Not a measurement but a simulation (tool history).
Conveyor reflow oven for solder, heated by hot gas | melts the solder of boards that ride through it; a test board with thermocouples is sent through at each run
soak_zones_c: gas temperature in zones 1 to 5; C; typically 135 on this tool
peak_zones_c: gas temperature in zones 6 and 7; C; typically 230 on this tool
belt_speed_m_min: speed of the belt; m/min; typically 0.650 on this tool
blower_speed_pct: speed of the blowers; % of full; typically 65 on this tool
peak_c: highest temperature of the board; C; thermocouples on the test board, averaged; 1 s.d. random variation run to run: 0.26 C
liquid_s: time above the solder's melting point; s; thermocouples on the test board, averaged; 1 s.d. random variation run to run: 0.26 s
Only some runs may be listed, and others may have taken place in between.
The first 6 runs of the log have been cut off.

run	day	soak_zones_c	peak_zones_c	belt_speed_m_min	blower_speed_pct	peak_c	liquid_s
7	7.621	135	230	0.643	65	217.1	56.5
8	8.525	135	230	0.643	65	217.3	56.7
9	10.125	135	230	0.643	65	217.2	56.7
# day 11.904: flux residue cleaned out of gas plates and filters
10	11.921	135	230	0.643	65	218.5	57.7
11	12.700	135	230	0.643	65	218.4	57.7
12	14.371	135	230	0.643	65	218.3	57.8
13	15.325	135	230	0.650	65	217.6	56.5
14	16.462	135	230	0.650	65	217.8	56.8
15	17.208	135	230	0.650	65	218.1	56.9
16	18.667	135	230	0.650	65	218.3	56.7
17	19.996	135	241	0.650	65	228.0	63.0
18	21.475	136	230	0.650	88	222.8	61.1
19	22.946	135	230	0.613	75	221.9	63.6
# day 23.200: belt drive overhauled, speed set with a stopwatch
20	24.221	130	230	0.613	79	222.6	62.6
21	25.708	137	228	0.650	72	218.4	58.6
# day 26.471: belt drive overhauled, speed set with a stopwatch, once more
22	26.942	135	230	0.583	78	223.1	67.1
23	27.767	135	225	0.643	65	213.1	52.8
# day 29.162: flux residue cleaned out of gas plates and filters
24	29.354	135	225	0.643	65	214.5	53.8
25	30.917	137	239	0.650	65	226.5	61.7
26	32.283	137	239	0.650	65	227.4	62.2
27	33.808	137	239	0.650	65	226.5	62.3
28	35.329	135	235	0.715	70	221.2	52.4
29	36.742	135	235	0.715	70	221.6	52.4
30	38.288	124	230	0.650	65	216.7	51.9
31	40.050	135	236	0.650	65	223.8	59.5

Here are 3 independent what-if runs from the current tool condition. What would each one return?
A	41.221	139	231	0.650	54	?	?
B	41.221	135	227	0.538	87	?	?
C	41.221	131	236	0.542	65	?	?

run	peak_c	liquid_s
A	216.4	55.7
B	223.8	74.9
C	227.8	73.8
With no hidden state in the tool, these same runs would have given:
run	peak_c	liquid_s
A	215.5	54.9
B	222.7	74.3
C	226.7	73.0

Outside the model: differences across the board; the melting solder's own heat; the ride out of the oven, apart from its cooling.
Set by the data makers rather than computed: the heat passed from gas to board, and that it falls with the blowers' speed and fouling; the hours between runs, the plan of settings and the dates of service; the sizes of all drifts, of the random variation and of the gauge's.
